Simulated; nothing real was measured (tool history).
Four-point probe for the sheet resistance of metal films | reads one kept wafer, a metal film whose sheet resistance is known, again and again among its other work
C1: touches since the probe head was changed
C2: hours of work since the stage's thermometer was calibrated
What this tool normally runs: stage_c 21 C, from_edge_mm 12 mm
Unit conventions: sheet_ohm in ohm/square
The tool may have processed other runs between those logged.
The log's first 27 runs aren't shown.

{"run": 28, "hour": 958.0, "stage_c": 25, "from_edge_mm": 56, "C1": 39887, "C2": 590, "sheet_ohm": 1.133009}
{"run": 29, "hour": 999.3, "stage_c": 19, "from_edge_mm": 6, "C1": 41097, "C2": 610, "sheet_ohm": 1.160581}
{"run": 30, "hour": 1019.9, "stage_c": 19, "from_edge_mm": 6, "C1": 41704, "C2": 621, "sheet_ohm": 1.161074}
{"hour": 1023.0, "done": "stage's thermometer calibrated"}
{"run": 31, "hour": 1067.2, "stage_c": 19, "from_edge_mm": 45, "C1": 43076, "C2": 22, "sheet_ohm": 1.135514}
{"run": 32, "hour": 1114.6, "stage_c": 19, "from_edge_mm": 45, "C1": 44468, "C2": 45, "sheet_ohm": 1.13552}
{"hour": 1135.6, "done": "stage's thermometer calibrated, once more"}
{"run": 33, "hour": 1139.0, "stage_c": 27, "from_edge_mm": 40, "C1": 45170, "C2": 2, "sheet_ohm": 1.132518}
{"run": 34, "hour": 1188.7, "stage_c": 35, "from_edge_mm": 3, "C1": 46629, "C2": 26, "sheet_ohm": 1.228499}
{"run": 35, "hour": 1215.4, "stage_c": 32, "from_edge_mm": 12, "C1": 47413, "C2": 39, "sheet_ohm": 1.137808}

Forecast run 36:
{"run": 36, "hour": 1254.3, "stage_c": 32, "from_edge_mm": 12, "C1": 48554, "C2": 59, "sheet_ohm": "?"}

sheet_ohm: 1.138301 ohm/square
Without the tool's hidden state the same run would have given sheet_ohm 1.128350 ohm/square.
